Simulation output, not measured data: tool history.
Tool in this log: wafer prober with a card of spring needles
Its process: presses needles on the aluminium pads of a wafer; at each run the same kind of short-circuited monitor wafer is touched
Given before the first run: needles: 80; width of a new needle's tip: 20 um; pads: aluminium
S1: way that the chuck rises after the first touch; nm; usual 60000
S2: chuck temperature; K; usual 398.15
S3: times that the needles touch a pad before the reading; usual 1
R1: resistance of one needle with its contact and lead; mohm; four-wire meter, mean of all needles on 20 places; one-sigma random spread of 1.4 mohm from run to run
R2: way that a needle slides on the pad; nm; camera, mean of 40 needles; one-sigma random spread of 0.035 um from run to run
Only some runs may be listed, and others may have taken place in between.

| run | day | S1 | S2 | S3 | R1 | R2 |
|---|---|---|---|---|---|---|
| 1 | 0 | 60000 | 398.15 | 1 | 129 | 14290 |
|  | 0.467 | tips cleaned on abrasive film |
| 2 | 0.842 | 60000 | 398.15 | 1 | 128 | 14260 |
|  | 0.962 | tips cleaned on abrasive film |
|  | 1.529 | tips cleaned on abrasive film |
| 3 | 1.675 | 60000 | 398.15 | 1 | 129 | 14310 |
|  | 2.012 | tips cleaned on abrasive film |
|  | 2.583 | tips cleaned on abrasive film |
| 4 | 2.679 | 60000 | 398.15 | 1 | 129 | 14310 |
|  | 3.154 | tips cleaned on abrasive film |
|  | 3.704 | tips cleaned on abrasive film |
|  | 4.25 | tips cleaned on abrasive film |
| 5 | 4.55 | 60000 | 398.15 | 1 | 128 | 14230 |
|  | 4.775 | tips cleaned on abrasive film |
|  | 5.292 | tips cleaned on abrasive film |
|  | 5.871 | tips cleaned on abrasive film |
| 6 | 6.325 | 60000 | 300.15 | 1 | 115 | 14240 |
|  | 6.446 | tips cleaned on abrasive film |
|  | 6.988 | tips cleaned on abrasive film |
|  | 7.562 | tips cleaned on abrasive film |
| 7 | 7.621 | 60000 | 300.15 | 1 | 115 | 14270 |
|  | 7.871 | height of the first contact set anew |
|  | 8.096 | tips cleaned on abrasive film |
|  | 8.688 | tips cleaned on abrasive film |
|  | 9.254 | tips cleaned on abrasive film |
| 8 | 9.308 | 60000 | 300.15 | 2 | 112 | 14260 |
|  | 9.783 | tips cleaned on abrasive film |
|  | 10.258 | tips cleaned on abrasive film |
| 9 | 10.483 | 60000 | 300.15 | 2 | 113 | 14300 |
|  | 10.842 | tips cleaned on abrasive film |
|  | 11.433 | tips cleaned on abrasive film |
|  | 11.967 | tips cleaned on abrasive film |
|  | 12.521 | tips cleaned on abrasive film |
| 10 | 12.533 | 60000 | 316.15 | 1 | 120 | 14320 |
|  | 13.067 | tips cleaned on abrasive film |
|  | 13.617 | tips cleaned on abrasive film |
|  | 14.167 | tips cleaned on abrasive film |
| 11 | 14.546 | 60000 | 398.15 | 1 | 127 | 14360 |
|  | 14.671 | tips cleaned on abrasive film |
|  | 15.233 | tips cleaned on abrasive film |
| 12 | 15.475 | 60000 | 398.15 | 1 | 127 | 14300 |
|  | 15.712 | tips cleaned on abrasive film |
|  | 16.279 | tips cleaned on abrasive film |
| 13 | 16.579 | 60000 | 398.15 | 1 | 128 | 14340 |
|  | 16.817 | tips cleaned on abrasive film |
|  | 17.375 | tips cleaned on abrasive film |
| 14 | 17.604 | 60000 | 398.15 | 1 | 127 | 14310 |
|  | 17.938 | tips cleaned on abrasive film |
|  | 18.517 | tips cleaned on abrasive film |
| 15 | 18.688 | 63000 | 304.15 | 2 | 114 | 15060 |
|  | 19.012 | tips cleaned on abrasive film |
|  | 19.142 | height of the first contact set anew |
|  | 19.592 | tips cleaned on abrasive film |
|  | 20.167 | tips cleaned on abrasive film |
| 16 | 20.167 | 60000 | 320.15 | 2 | 115 | 14370 |
|  | 20.738 | tips cleaned on abrasive film |
|  | 21.271 | tips cleaned on abrasive film |
| 17 | 21.604 | 64000 | 342.15 | 2 | 120 | 15380 |
|  | 21.842 | tips cleaned on abrasive film |
|  | 22.379 | tips cleaned on abrasive film |
|  | 22.971 | tips cleaned on abrasive film |
|  | 23.479 | tips cleaned on abrasive film |
| 18 | 23.479 | 64000 | 335.15 | 2 | 117 | 15360 |
|  | 24.067 | tips cleaned on abrasive film |
|  | 24.617 | tips cleaned on abrasive film |
|  | 25.183 | tips cleaned on abrasive film |
| 19 | 25.5 | 60000 | 312.15 | 3 | 115 | 14350 |
|  | 25.729 | tips cleaned on abrasive film |
|  | 26.296 | tips cleaned on abrasive film |
|  | 26.833 | tips cleaned on abrasive film |
| 20 | 27.154 | 60000 | 305.15 | 1 | 116 | 14350 |

Predict the results of run 21:
|  | 27.396 | tips cleaned on abrasive film |
|  | 27.867 | tips cleaned on abrasive film |
|  | 28.438 | tips cleaned on abrasive film |
|  | 29.025 | tips cleaned on abrasive film |
| 21 | 29.229 | 45000 | 365.15 | 2 | ? | ? |

Logged for run 21: R1 128 mohm, R2 10800 nm.
On a tool with no hidden condition, and with the same random variation, this run would have come out at R1 128 mohm, R2 10670 nm.

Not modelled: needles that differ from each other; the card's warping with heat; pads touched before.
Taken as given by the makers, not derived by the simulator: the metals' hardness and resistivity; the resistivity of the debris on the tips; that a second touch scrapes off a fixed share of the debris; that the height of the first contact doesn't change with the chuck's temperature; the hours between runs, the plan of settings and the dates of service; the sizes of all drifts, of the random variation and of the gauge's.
